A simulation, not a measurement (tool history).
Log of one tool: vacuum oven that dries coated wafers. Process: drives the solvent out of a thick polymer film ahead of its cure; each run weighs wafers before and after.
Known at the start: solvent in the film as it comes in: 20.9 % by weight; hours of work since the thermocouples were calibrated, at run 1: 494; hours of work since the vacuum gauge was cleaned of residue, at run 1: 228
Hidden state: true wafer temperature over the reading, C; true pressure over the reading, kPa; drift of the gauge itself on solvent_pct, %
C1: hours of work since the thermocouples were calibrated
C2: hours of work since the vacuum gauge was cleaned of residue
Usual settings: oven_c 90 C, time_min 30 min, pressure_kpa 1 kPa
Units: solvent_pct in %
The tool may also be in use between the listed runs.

run 1 day=0 | oven_c=90 time_min=30 pressure_kpa=1 | C1=494 C2=228 | solvent_pct=1.12
run 2 day=0.396 | oven_c=90 time_min=30 pressure_kpa=1 | C1=499 C2=233 | solvent_pct=1.11
run 3 day=1.062 | oven_c=90 time_min=30 pressure_kpa=2.62 | C1=507 C2=241 | solvent_pct=1.35
run 4 day=1.525 | oven_c=90 time_min=30 pressure_kpa=2.62 | C1=512 C2=246 | solvent_pct=1.4
run 5 day=1.821 | oven_c=90 time_min=30 pressure_kpa=2.62 | C1=516 C2=250 | solvent_pct=1.33
run 6 day=2.246 | oven_c=90 time_min=30 pressure_kpa=2.62 | C1=521 C2=255 | solvent_pct=1.27
run 7 day=2.704 | oven_c=90 time_min=30 pressure_kpa=2.62 | C1=527 C2=261 | solvent_pct=1.41
run 8 day=3.329 | oven_c=90 time_min=30 pressure_kpa=2.62 | C1=534 C2=268 | solvent_pct=1.39
run 9 day=3.971 | oven_c=90 time_min=30 pressure_kpa=2.62 | C1=542 C2=276 | solvent_pct=1.38
run 10 day=4.362 | oven_c=77 time_min=43 pressure_kpa=0.73 | C1=547 C2=281 | solvent_pct=3.31
run 11 day=4.975 | oven_c=77 time_min=43 pressure_kpa=0.73 | C1=554 C2=288 | solvent_pct=3.39
run 12 day=5.279 | oven_c=104 time_min=32 pressure_kpa=1 | C1=558 C2=292 | solvent_pct=0.05
run 13 day=5.625 | oven_c=104 time_min=32 pressure_kpa=1 | C1=562 C2=296 | solvent_pct=0.03
run 14 day=6.1 | oven_c=104 time_min=32 pressure_kpa=1 | C1=568 C2=302 | solvent_pct=0.19
run 15 day=6.404 | oven_c=104 time_min=32 pressure_kpa=1 | C1=572 C2=306 | solvent_pct=0.11
run 16 day=6.738 | oven_c=104 time_min=32 pressure_kpa=1 | C1=576 C2=310 | solvent_pct=0.16

5 ways to go on from here, each from the tool as it stands after run 16. What would each give?
run A day=7.25 | oven_c=104 time_min=36 pressure_kpa=1 | C1=582 C2=316 | solvent_pct=?
run B day=7.25 | oven_c=100 time_min=30 pressure_kpa=1 | C1=582 C2=316 | solvent_pct=?
run C day=7.25 | oven_c=101 time_min=24 pressure_kpa=2.41 | C1=582 C2=316 | solvent_pct=?
run D day=7.25 | oven_c=87 time_min=46 pressure_kpa=1.24 | C1=582 C2=316 | solvent_pct=?
run E day=7.25 | oven_c=76 time_min=21 pressure_kpa=3.61 | C1=582 C2=316 | solvent_pct=?

run=A solvent_pct=0.12
run=B solvent_pct=0.24
run=C solvent_pct=0.39
run=D solvent_pct=0.65
run=E solvent_pct=8.65
Without the tool's hidden state the same runs would have given:
run=A solvent_pct=0.13
run=B solvent_pct=0.27
run=C solvent_pct=0.44
run=D solvent_pct=0.77
run=E solvent_pct=9.11
